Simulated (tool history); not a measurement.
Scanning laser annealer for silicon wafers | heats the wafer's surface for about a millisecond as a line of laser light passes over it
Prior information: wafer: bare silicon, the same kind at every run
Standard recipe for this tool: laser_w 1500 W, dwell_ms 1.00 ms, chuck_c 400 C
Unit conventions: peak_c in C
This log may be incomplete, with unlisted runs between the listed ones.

{"run": 1, "hour": 0.0, "laser_w": 1500, "dwell_ms": 1.0, "chuck_c": 400, "peak_c": 1091}
{"run": 2, "hour": 7.4, "laser_w": 1500, "dwell_ms": 1.0, "chuck_c": 400, "peak_c": 1086}
{"run": 3, "hour": 16.2, "laser_w": 1500, "dwell_ms": 1.0, "chuck_c": 400, "peak_c": 1084}
{"run": 4, "hour": 23.2, "laser_w": 1500, "dwell_ms": 1.0, "chuck_c": 400, "peak_c": 1085}
{"run": 5, "hour": 30.4, "laser_w": 1500, "dwell_ms": 1.0, "chuck_c": 400, "peak_c": 1087}
{"run": 6, "hour": 35.4, "laser_w": 1500, "dwell_ms": 1.0, "chuck_c": 375, "peak_c": 1061}
{"run": 7, "hour": 40.7, "laser_w": 1500, "dwell_ms": 1.0, "chuck_c": 375, "peak_c": 1065}
{"run": 8, "hour": 48.9, "laser_w": 1500, "dwell_ms": 1.0, "chuck_c": 375, "peak_c": 1061}
{"run": 9, "hour": 54.9, "laser_w": 1500, "dwell_ms": 1.11, "chuck_c": 376, "peak_c": 1100}
{"run": 10, "hour": 63.2, "laser_w": 1500, "dwell_ms": 1.11, "chuck_c": 376, "peak_c": 1098}
{"run": 11, "hour": 70.4, "laser_w": 1412, "dwell_ms": 1.0, "chuck_c": 400, "peak_c": 1045}
{"run": 12, "hour": 79.0, "laser_w": 1506, "dwell_ms": 0.71, "chuck_c": 400, "peak_c": 979}
{"run": 13, "hour": 82.9, "laser_w": 1500, "dwell_ms": 1.01, "chuck_c": 423, "peak_c": 1112}
{"run": 14, "hour": 86.7, "laser_w": 1500, "dwell_ms": 1.01, "chuck_c": 423, "peak_c": 1111}

Hidden state or all else? Some run-to-run changes of peak_c, split into what the settings, what came in and random variation would give without the hidden state, and what is left for the hidden state (with any gauge scatter that isn't in both results):
Hidden state at play: light that passes the window, % of a clean one's; laser's true power over the reading, %; width of the line over the set one, %; drift of the gauge itself on peak_c, C.
Run 10 -> 11: laser_w 1500 -> 1412, dwell_ms 1.11 -> 1.00, chuck_c 376 -> 400. peak_c -53 C: hidden state +3, all else -56.
Run 12 -> 13: laser_w 1506 -> 1500, dwell_ms 0.71 -> 1.01, chuck_c 400 -> 423. peak_c +133 C: hidden state -3, all else +136.
